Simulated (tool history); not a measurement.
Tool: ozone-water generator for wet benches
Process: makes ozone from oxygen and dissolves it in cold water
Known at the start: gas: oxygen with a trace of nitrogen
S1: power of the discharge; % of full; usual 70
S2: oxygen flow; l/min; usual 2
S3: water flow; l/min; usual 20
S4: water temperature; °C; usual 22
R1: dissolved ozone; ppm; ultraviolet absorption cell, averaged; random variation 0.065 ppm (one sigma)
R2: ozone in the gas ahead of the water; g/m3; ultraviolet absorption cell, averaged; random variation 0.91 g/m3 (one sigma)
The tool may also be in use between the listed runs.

run,hour,S1,S2,S3,S4,R1,R2
1,0,70,2,20,22,6.82,142.2
2,81.1,70,2,20,22,6.92,141.2
3,156.4,70,2,20,22,6.81,141.3
4,301.8,70,2,20,22,6.82,140.3
5,419.7,70,1.39,20,22,6.15,169.4
6,504.2,70,1.39,20,22,6.06,166.7
# hour 544.6: contactor cleaned
7,601.5,70,2,20,22,7.01,140
8,738.8,70,2,20,22,7,139.3
9,830.9,70,2,20,22,7.08,138.3
# hour 948.1: water thermometer calibrated
10,988.7,50,1.18,20,17,4.85,139.3
11,1091.2,67,1.17,14,22,8.38,175.6

Forecast run 12:
12,1206.9,64,2,20,22,?,?

{"run 12": {"R1": 6.54, "R2": 128.3}}
Without the tool's hidden state the same run would have given R1 7.18 ppm, R2 140 g/m3.
